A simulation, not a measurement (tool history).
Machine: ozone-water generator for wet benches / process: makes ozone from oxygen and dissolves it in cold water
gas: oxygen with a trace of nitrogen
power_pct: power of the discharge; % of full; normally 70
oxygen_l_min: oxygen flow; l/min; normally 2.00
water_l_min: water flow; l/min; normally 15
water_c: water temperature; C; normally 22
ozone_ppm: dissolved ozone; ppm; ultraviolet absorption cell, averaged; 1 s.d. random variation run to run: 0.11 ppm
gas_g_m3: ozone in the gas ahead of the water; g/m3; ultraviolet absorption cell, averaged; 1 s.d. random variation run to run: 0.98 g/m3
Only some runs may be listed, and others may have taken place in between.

Run 1, day 0.000: usual settings. Result: ozone_ppm 8.0 ppm, gas_g_m3 165.2 g/m3.
Run 2, day 5.217: usual settings. Result: ozone_ppm 7.9 ppm, gas_g_m3 163.8 g/m3.
Run 3, day 9.288: usual settings. Result: ozone_ppm 7.9 ppm, gas_g_m3 165.4 g/m3.
Run 4, day 13.775: usual settings. Result: ozone_ppm 7.9 ppm, gas_g_m3 163.9 g/m3.
Run 5, day 18.671: usual settings. Result: ozone_ppm 7.8 ppm, gas_g_m3 162.5 g/m3.
Run 6, day 23.338: usual settings. Result: ozone_ppm 8.2 ppm, gas_g_m3 164.3 g/m3.
Run 7, day 27.321: usual settings. Result: ozone_ppm 8.2 ppm, gas_g_m3 161.7 g/m3.
Run 8, day 32.021: usual settings. Result: ozone_ppm 7.7 ppm, gas_g_m3 160.9 g/m3.
Run 9, day 38.183: usual settings. Result: ozone_ppm 8.0 ppm, gas_g_m3 162.3 g/m3.
Run 10, day 41.633: usual settings but oxygen_l_min 1.06 l/min. Result: ozone_ppm 6.5 ppm, gas_g_m3 216.4 g/m3.
Run 11, day 47.100: usual settings but oxygen_l_min 1.35 l/min. Result: ozone_ppm 7.0 ppm, gas_g_m3 195.7 g/m3.
Run 12, day 50.738: usual settings but oxygen_l_min 1.35 l/min. Result: ozone_ppm 7.2 ppm, gas_g_m3 194.6 g/m3.
Run 13, day 57.529: usual settings but power_pct 53 % of full. Result: ozone_ppm 6.1 ppm, gas_g_m3 130.1 g/m3.
Run 14, day 60.646: usual settings. Result: ozone_ppm 7.8 ppm, gas_g_m3 163.2 g/m3.
Run 15, day 63.854: usual settings but power_pct 54 % of full, oxygen_l_min 1.11 l/min, water_l_min 21 l/min, water_c 16 C. Result: ozone_ppm 3.6 ppm, gas_g_m3 171.1 g/m3.
Run 16, day 69.625: usual settings but power_pct 54 % of full, oxygen_l_min 1.11 l/min, water_l_min 13 l/min, water_c 16 C. Result: ozone_ppm 6.8 ppm, gas_g_m3 172.5 g/m3.
Run 17, day 72.771: usual settings but power_pct 54 % of full, oxygen_l_min 1.11 l/min, water_l_min 13 l/min, water_c 16 C. Result: ozone_ppm 6.6 ppm, gas_g_m3 169.1 g/m3.
Run 18, day 78.846: usual settings but power_pct 54 % of full, oxygen_l_min 1.11 l/min, water_l_min 13 l/min, water_c 16 C. Result: ozone_ppm 6.4 ppm, gas_g_m3 170.9 g/m3.
Run 19, day 83.192: usual settings but water_c 17 C. Result: ozone_ppm 8.0 ppm, gas_g_m3 161.0 g/m3.

Run 20 is up next; what results do you expect?
Run 20, day 90.029: usual settings but water_c 17 C. Result: ozone_ppm ?, gas_g_m3 ?.

Run 20 yielded ozone_ppm 8.2 ppm, gas_g_m3 162.0 g/m3.
Minus the tool's unlogged condition, the same run would have read ozone_ppm 9.1 ppm, gas_g_m3 169.5 g/m3.
